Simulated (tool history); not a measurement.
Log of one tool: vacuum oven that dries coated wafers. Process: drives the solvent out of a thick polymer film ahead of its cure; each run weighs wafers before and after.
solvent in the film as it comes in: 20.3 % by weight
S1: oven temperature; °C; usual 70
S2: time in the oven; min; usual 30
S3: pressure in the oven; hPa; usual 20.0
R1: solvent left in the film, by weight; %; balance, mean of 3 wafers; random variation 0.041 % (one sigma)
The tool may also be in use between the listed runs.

run,hour,S1,S2,S3,R1
1,0.0,70,30,20.0,1.88
2,40.2,70,30,20.0,1.81
3,92.4,70,30,20.0,1.86
4,134.7,70,30,20.0,1.76
5,169.7,70,30,20.0,1.84
6,211.7,70,30,25.3,2.11
7,262.1,70,30,25.3,2.13
8,328.0,70,30,20.0,1.82
9,392.7,70,30,20.0,1.80
10,440.6,70,30,20.0,1.82
11,483.4,57,16,11.2,7.61
12,556.3,62,36,12.5,2.25
13,595.4,62,36,12.5,2.30
14,633.6,82,37,12.5,0.55
15,698.0,76,25,15.4,1.12
16,762.3,76,25,15.4,1.07
17,801.8,70,48,78.9,5.23
18,854.0,73,21,30.6,2.70
19,918.4,80,41,25.4,1.19
20,997.5,80,40,28.2,1.24

Forecast each of these 5 alternatives for the next run:
A,1050.9,70,30,56.1,?
B,1050.9,80,18,28.2,?
C,1050.9,63,19,16.9,?
D,1050.9,83,29,63.1,?
E,1050.9,71,52,64.2,?

run,R1
A,4.05
B,1.69
C,5.01
D,2.49
E,4.11
Without the tool's hidden state the same runs would have given:
run,R1
A,4.06
B,1.69
C,5.03
D,2.49
E,4.12

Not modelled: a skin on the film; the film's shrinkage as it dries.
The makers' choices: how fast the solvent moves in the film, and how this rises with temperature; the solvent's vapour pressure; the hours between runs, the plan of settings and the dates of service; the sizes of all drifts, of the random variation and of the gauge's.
